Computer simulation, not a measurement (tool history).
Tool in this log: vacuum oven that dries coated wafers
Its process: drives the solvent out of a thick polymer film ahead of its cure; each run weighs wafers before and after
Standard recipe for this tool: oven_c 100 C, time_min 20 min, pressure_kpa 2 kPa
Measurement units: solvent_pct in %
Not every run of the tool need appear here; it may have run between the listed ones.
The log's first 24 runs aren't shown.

{"hour": 1813.3, "done": "vacuum gauge cleaned of residue and calibrated, once more"}
{"run": 25, "hour": 1871.0, "oven_c": 111, "time_min": 14, "pressure_kpa": 1.16, "solvent_pct": 2.62}
{"run": 26, "hour": 1944.5, "oven_c": 96, "time_min": 34, "pressure_kpa": 2, "solvent_pct": 4.57}
{"run": 27, "hour": 2023.8, "oven_c": 89, "time_min": 16, "pressure_kpa": 5.83, "solvent_pct": 14.64}
{"run": 28, "hour": 2122.6, "oven_c": 89, "time_min": 16, "pressure_kpa": 5.83, "solvent_pct": 14.82}
{"run": 29, "hour": 2227.8, "oven_c": 89, "time_min": 16, "pressure_kpa": 5.83, "solvent_pct": 14.72}
{"run": 30, "hour": 2326.3, "oven_c": 106, "time_min": 16, "pressure_kpa": 3.51, "solvent_pct": 5.99}
{"run": 31, "hour": 2377.0, "oven_c": 106, "time_min": 16, "pressure_kpa": 3.51, "solvent_pct": 5.92}
{"run": 32, "hour": 2474.2, "oven_c": 108, "time_min": 12, "pressure_kpa": 3.51, "solvent_pct": 6.38}
{"run": 33, "hour": 2554.7, "oven_c": 90, "time_min": 29, "pressure_kpa": 3.15, "solvent_pct": 9.37}
{"run": 34, "hour": 2656.9, "oven_c": 95, "time_min": 14, "pressure_kpa": 5.94, "solvent_pct": 13.17}
{"run": 35, "hour": 2722.2, "oven_c": 89, "time_min": 14, "pressure_kpa": 5.94, "solvent_pct": 15.56}
{"run": 36, "hour": 2776.7, "oven_c": 111, "time_min": 11, "pressure_kpa": 2, "solvent_pct": 4.56}

Each row is a separate what-if for the run after 36, all from the same tool condition, not one after another. Results?
{"run": "A", "hour": 2846.5, "oven_c": 93, "time_min": 20, "pressure_kpa": 2, "solvent_pct": "?"}
{"run": "B", "hour": 2846.5, "oven_c": 111, "time_min": 25, "pressure_kpa": 4.14, "solvent_pct": "?"}
{"run": "C", "hour": 2846.5, "oven_c": 96, "time_min": 20, "pressure_kpa": 2, "solvent_pct": "?"}

run=A solvent_pct=8.23
run=B solvent_pct=4.71
run=C solvent_pct=7.19
Stripped of hidden state, with their random variation kept, the same runs would have yielded:
run=A solvent_pct=7.34
run=B solvent_pct=4.15
run=C solvent_pct=6.32
